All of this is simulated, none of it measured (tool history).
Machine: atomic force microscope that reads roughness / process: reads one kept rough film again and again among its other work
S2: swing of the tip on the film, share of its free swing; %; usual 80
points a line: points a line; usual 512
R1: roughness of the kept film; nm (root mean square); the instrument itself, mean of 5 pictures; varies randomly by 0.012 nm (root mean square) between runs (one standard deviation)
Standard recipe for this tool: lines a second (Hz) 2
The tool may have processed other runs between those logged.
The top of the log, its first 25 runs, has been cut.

{"run": 26, "day": 21.796, "lines a second (Hz)": 2, "S2": 86, "points a line": 982, "R1": 1.965}
{"run": 27, "day": 22.938, "lines a second (Hz)": 2, "S2": 80, "points a line": 260, "R1": 1.837}
{"day": 23.667, "done": "new tip fitted"}
{"run": 28, "day": 24.104, "lines a second (Hz)": 0.66, "S2": 80, "points a line": 721, "R1": 2.786}
{"run": 29, "day": 25.133, "lines a second (Hz)": 0.66, "S2": 80, "points a line": 721, "R1": 2.494}
{"run": 30, "day": 25.871, "lines a second (Hz)": 0.66, "S2": 62, "points a line": 329, "R1": 2.391}
{"run": 31, "day": 26.804, "lines a second (Hz)": 0.66, "S2": 62, "points a line": 329, "R1": 2.18}
{"run": 32, "day": 27.321, "lines a second (Hz)": 1.35, "S2": 67, "points a line": 779, "R1": 2.058}
{"day": 27.908, "done": "new tip fitted"}
{"run": 33, "day": 27.908, "lines a second (Hz)": 2, "S2": 59, "points a line": 272, "R1": 2.943}
{"run": 34, "day": 28.867, "lines a second (Hz)": 2.94, "S2": 82, "points a line": 418, "R1": 2.169}
{"run": 35, "day": 29.512, "lines a second (Hz)": 2.98, "S2": 82, "points a line": 418, "R1": 2.05}
{"run": 36, "day": 30.392, "lines a second (Hz)": 2.98, "S2": 82, "points a line": 418, "R1": 1.869}
{"run": 37, "day": 31.571, "lines a second (Hz)": 2.98, "S2": 70, "points a line": 721, "R1": 1.9}
{"day": 32.204, "done": "new tip fitted"}
{"run": 38, "day": 32.275, "lines a second (Hz)": 2.33, "S2": 80, "points a line": 756, "R1": 2.549}
{"run": 39, "day": 33.275, "lines a second (Hz)": 2.33, "S2": 60, "points a line": 368, "R1": 2.587}
{"run": 40, "day": 34.433, "lines a second (Hz)": 2.06, "S2": 60, "points a line": 674, "R1": 2.337}
{"run": 41, "day": 35.338, "lines a second (Hz)": 0.74, "S2": 60, "points a line": 847, "R1": 2.22}
{"run": 42, "day": 36.392, "lines a second (Hz)": 0.74, "S2": 60, "points a line": 847, "R1": 2.029}
{"day": 36.525, "done": "new tip fitted"}
{"run": 43, "day": 37.283, "lines a second (Hz)": 1.09, "S2": 72, "points a line": 333, "R1": 2.673}
{"run": 44, "day": 38.062, "lines a second (Hz)": 2, "S2": 71, "points a line": 512, "R1": 2.389}
{"run": 45, "day": 39.238, "lines a second (Hz)": 1.06, "S2": 80, "points a line": 356, "R1": 2.145}
{"run": 46, "day": 40.362, "lines a second (Hz)": 2, "S2": 71, "points a line": 322, "R1": 1.931}

What if the next run were any one of these 5? Each begins from the tool's condition after run 46:
{"day": 40.829, "done": "new tip fitted"}
{"run": "A", "day": 40.954, "lines a second (Hz)": 1.26, "S2": 80, "points a line": 512, "R1": "?"}
{"day": 40.829, "done": "new tip fitted"}
{"run": "B", "day": 40.954, "lines a second (Hz)": 0.68, "S2": 74, "points a line": 1022, "R1": "?"}
{"day": 40.829, "done": "new tip fitted"}
{"run": "C", "day": 40.954, "lines a second (Hz)": 1.1, "S2": 71, "points a line": 360, "R1": "?"}
{"day": 40.829, "done": "new tip fitted"}
{"run": "D", "day": 40.954, "lines a second (Hz)": 2, "S2": 77, "points a line": 568, "R1": "?"}
{"day": 40.829, "done": "new tip fitted"}
{"run": "E", "day": 40.954, "lines a second (Hz)": 3.95, "S2": 71, "points a line": 455, "R1": "?"}

run=A R1=2.81
run=B R1=2.959
run=C R1=2.905
run=D R1=2.68
run=E R1=2.548
Stripped of hidden state, with their random variation kept, the same runs would have yielded:
run=A R1=2.91
run=B R1=3.064
run=C R1=3.008
run=D R1=2.776
run=E R1=2.639
